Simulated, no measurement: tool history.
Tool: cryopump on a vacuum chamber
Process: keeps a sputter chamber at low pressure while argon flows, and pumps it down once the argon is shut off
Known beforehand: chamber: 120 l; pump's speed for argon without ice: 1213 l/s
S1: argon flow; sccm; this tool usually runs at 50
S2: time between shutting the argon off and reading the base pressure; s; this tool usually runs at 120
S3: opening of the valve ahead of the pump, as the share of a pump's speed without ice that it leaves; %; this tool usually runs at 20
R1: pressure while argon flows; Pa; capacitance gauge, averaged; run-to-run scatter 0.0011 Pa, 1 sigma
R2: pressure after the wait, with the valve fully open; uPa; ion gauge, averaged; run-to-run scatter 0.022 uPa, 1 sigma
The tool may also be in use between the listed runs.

{"run": 1, "hour": 0.0, "S1": 50, "S2": 120, "S3": 20, "R1": 0.357, "R2": 1.24}
{"run": 2, "hour": 54.2, "S1": 50, "S2": 120, "S3": 20, "R1": 0.3565, "R2": 1.19}
{"run": 3, "hour": 99.7, "S1": 50, "S2": 120, "S3": 20, "R1": 0.3572, "R2": 1.26}
{"run": 4, "hour": 136.0, "S1": 50, "S2": 202, "S3": 20, "R1": 0.3582, "R2": 1.11}
{"run": 5, "hour": 185.6, "S1": 50, "S2": 120, "S3": 20, "R1": 0.3609, "R2": 1.28}
{"run": 6, "hour": 270.3, "S1": 50, "S2": 120, "S3": 20, "R1": 0.3596, "R2": 1.36}
{"run": 7, "hour": 310.5, "S1": 50, "S2": 120, "S3": 21, "R1": 0.3429, "R2": 1.34}
{"run": 8, "hour": 373.2, "S1": 50, "S2": 120, "S3": 21, "R1": 0.3444, "R2": 1.38}
{"run": 9, "hour": 441.1, "S1": 26, "S2": 120, "S3": 21, "R1": 0.1793, "R2": 1.48}
{"run": 10, "hour": 485.8, "S1": 26, "S2": 120, "S3": 21, "R1": 0.1796, "R2": 1.51}
{"run": 11, "hour": 527.8, "S1": 26, "S2": 120, "S3": 21, "R1": 0.1797, "R2": 1.49}
{"hour": 574.9, "done": "pump warmed up, emptied and cooled again"}
{"run": 12, "hour": 615.9, "S1": 20, "S2": 120, "S3": 20, "R1": 0.14, "R2": 1.37}
{"run": 13, "hour": 671.0, "S1": 20, "S2": 120, "S3": 20, "R1": 0.1405, "R2": 1.34}
{"run": 14, "hour": 724.0, "S1": 20, "S2": 105, "S3": 17, "R1": 0.1642, "R2": 1.47}
{"run": 15, "hour": 777.1, "S1": 33, "S2": 120, "S3": 34, "R1": 0.1364, "R2": 1.45}
{"run": 16, "hour": 846.5, "S1": 45, "S2": 71, "S3": 20, "R1": 0.3165, "R2": 1.76}
{"run": 17, "hour": 887.1, "S1": 28, "S2": 71, "S3": 44, "R1": 0.0908, "R2": 1.8}
{"run": 18, "hour": 960.1, "S1": 50, "S2": 120, "S3": 49, "R1": 0.1467, "R2": 1.52}
{"run": 19, "hour": 1043.9, "S1": 50, "S2": 120, "S3": 49, "R1": 0.1468, "R2": 1.53}

Predict the results of run 20:
{"run": 20, "hour": 1080.0, "S1": 50, "S2": 120, "S3": 39, "R1": "?", "R2": "?"}

R1: 0.1843 Pa
R2: 1.58 uPa
On a tool with no hidden condition, and with the same random variation, this run would have come out at R1 0.1788 Pa, R2 0.66 uPa.
